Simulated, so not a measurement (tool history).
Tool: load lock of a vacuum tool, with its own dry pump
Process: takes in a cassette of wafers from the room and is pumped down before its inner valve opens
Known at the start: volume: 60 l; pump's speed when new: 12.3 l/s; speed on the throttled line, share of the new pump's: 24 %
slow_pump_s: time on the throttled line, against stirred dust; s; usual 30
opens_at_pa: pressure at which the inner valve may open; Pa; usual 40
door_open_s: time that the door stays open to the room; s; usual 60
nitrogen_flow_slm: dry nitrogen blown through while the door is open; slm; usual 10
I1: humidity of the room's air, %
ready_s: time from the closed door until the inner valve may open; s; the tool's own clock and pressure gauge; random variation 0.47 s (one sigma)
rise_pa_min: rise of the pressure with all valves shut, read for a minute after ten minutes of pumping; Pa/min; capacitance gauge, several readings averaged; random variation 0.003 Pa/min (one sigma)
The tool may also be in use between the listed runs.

{"run": 1, "hour": 0.0, "slow_pump_s": 30, "opens_at_pa": 40, "door_open_s": 60, "nitrogen_flow_slm": 10, "I1": 46.7, "ready_s": 61.1, "rise_pa_min": 0.044}
{"run": 2, "hour": 354.8, "slow_pump_s": 19, "opens_at_pa": 40, "door_open_s": 60, "nitrogen_flow_slm": 10, "I1": 43.1, "ready_s": 52.2, "rise_pa_min": 0.044}
{"run": 3, "hour": 629.8, "slow_pump_s": 19, "opens_at_pa": 40, "door_open_s": 60, "nitrogen_flow_slm": 10, "I1": 44.8, "ready_s": 53.6, "rise_pa_min": 0.051}
{"run": 4, "hour": 961.0, "slow_pump_s": 30, "opens_at_pa": 40, "door_open_s": 221, "nitrogen_flow_slm": 10, "I1": 46.6, "ready_s": 61.0, "rise_pa_min": 0.095}
{"run": 5, "hour": 1166.6, "slow_pump_s": 30, "opens_at_pa": 40, "door_open_s": 60, "nitrogen_flow_slm": 10, "I1": 44.2, "ready_s": 61.3, "rise_pa_min": 0.044}
{"run": 6, "hour": 1338.4, "slow_pump_s": 30, "opens_at_pa": 40, "door_open_s": 60, "nitrogen_flow_slm": 10, "I1": 43.3, "ready_s": 61.0, "rise_pa_min": 0.042}
{"run": 7, "hour": 1505.9, "slow_pump_s": 30, "opens_at_pa": 40, "door_open_s": 60, "nitrogen_flow_slm": 10, "I1": 44.0, "ready_s": 60.6, "rise_pa_min": 0.051}
{"run": 8, "hour": 1845.6, "slow_pump_s": 30, "opens_at_pa": 40, "door_open_s": 60, "nitrogen_flow_slm": 10, "I1": 43.6, "ready_s": 61.4, "rise_pa_min": 0.05}
{"run": 9, "hour": 2050.1, "slow_pump_s": 30, "opens_at_pa": 40, "door_open_s": 60, "nitrogen_flow_slm": 10, "I1": 46.1, "ready_s": 61.6, "rise_pa_min": 0.052}
{"run": 10, "hour": 2393.3, "slow_pump_s": 30, "opens_at_pa": 40, "door_open_s": 60, "nitrogen_flow_slm": 10, "I1": 46.5, "ready_s": 61.1, "rise_pa_min": 0.049}
{"run": 11, "hour": 2564.4, "slow_pump_s": 28, "opens_at_pa": 40, "door_open_s": 60, "nitrogen_flow_slm": 10, "I1": 44.7, "ready_s": 59.3, "rise_pa_min": 0.046}
{"run": 12, "hour": 2791.4, "slow_pump_s": 30, "opens_at_pa": 40, "door_open_s": 60, "nitrogen_flow_slm": 10, "I1": 44.6, "ready_s": 62.0, "rise_pa_min": 0.048}
{"run": 13, "hour": 3066.2, "slow_pump_s": 30, "opens_at_pa": 40, "door_open_s": 60, "nitrogen_flow_slm": 10, "I1": 39.7, "ready_s": 61.1, "rise_pa_min": 0.043}
{"run": 14, "hour": 3440.8, "slow_pump_s": 30, "opens_at_pa": 40, "door_open_s": 60, "nitrogen_flow_slm": 10, "I1": 46.7, "ready_s": 60.8, "rise_pa_min": 0.048}
{"run": 15, "hour": 3764.1, "slow_pump_s": 30, "opens_at_pa": 40, "door_open_s": 60, "nitrogen_flow_slm": 10, "I1": 44.1, "ready_s": 61.6, "rise_pa_min": 0.046}
{"run": 16, "hour": 3937.9, "slow_pump_s": 30, "opens_at_pa": 40, "door_open_s": 60, "nitrogen_flow_slm": 10, "I1": 45.0, "ready_s": 61.2, "rise_pa_min": 0.047}
{"run": 17, "hour": 4208.9, "slow_pump_s": 30, "opens_at_pa": 40, "door_open_s": 60, "nitrogen_flow_slm": 10, "I1": 44.7, "ready_s": 60.9, "rise_pa_min": 0.048}
{"run": 18, "hour": 4509.3, "slow_pump_s": 30, "opens_at_pa": 40, "door_open_s": 60, "nitrogen_flow_slm": 10, "I1": 49.3, "ready_s": 61.6, "rise_pa_min": 0.053}
{"run": 19, "hour": 4752.9, "slow_pump_s": 30, "opens_at_pa": 40, "door_open_s": 60, "nitrogen_flow_slm": 10, "I1": 46.1, "ready_s": 60.9, "rise_pa_min": 0.05}
{"hour": 5038.9, "done": "dry pump taken out, an overhauled one fitted"}
{"run": 20, "hour": 5091.7, "slow_pump_s": 30, "opens_at_pa": 37, "door_open_s": 60, "nitrogen_flow_slm": 10, "I1": 47.7, "ready_s": 62.2, "rise_pa_min": 0.049}
{"run": 21, "hour": 5305.4, "slow_pump_s": 19, "opens_at_pa": 37, "door_open_s": 195, "nitrogen_flow_slm": 6, "I1": 45.5, "ready_s": 52.7, "rise_pa_min": 0.092}
{"run": 22, "hour": 5687.4, "slow_pump_s": 19, "opens_at_pa": 37, "door_open_s": 195, "nitrogen_flow_slm": 6, "I1": 46.9, "ready_s": 53.0, "rise_pa_min": 0.102}

Run 23 comes next. What will it give?
{"run": 23, "hour": 6027.2, "slow_pump_s": 19, "opens_at_pa": 37, "door_open_s": 195, "nitrogen_flow_slm": 6, "I1": 47.3, "ready_s": "?", "rise_pa_min": "?"}

{"run 23": {"ready_s": 53.5, "rise_pa_min": 0.096}}
Without the tool's hidden state the same run would have given ready_s 53.5 s, rise_pa_min 0.095 Pa/min.
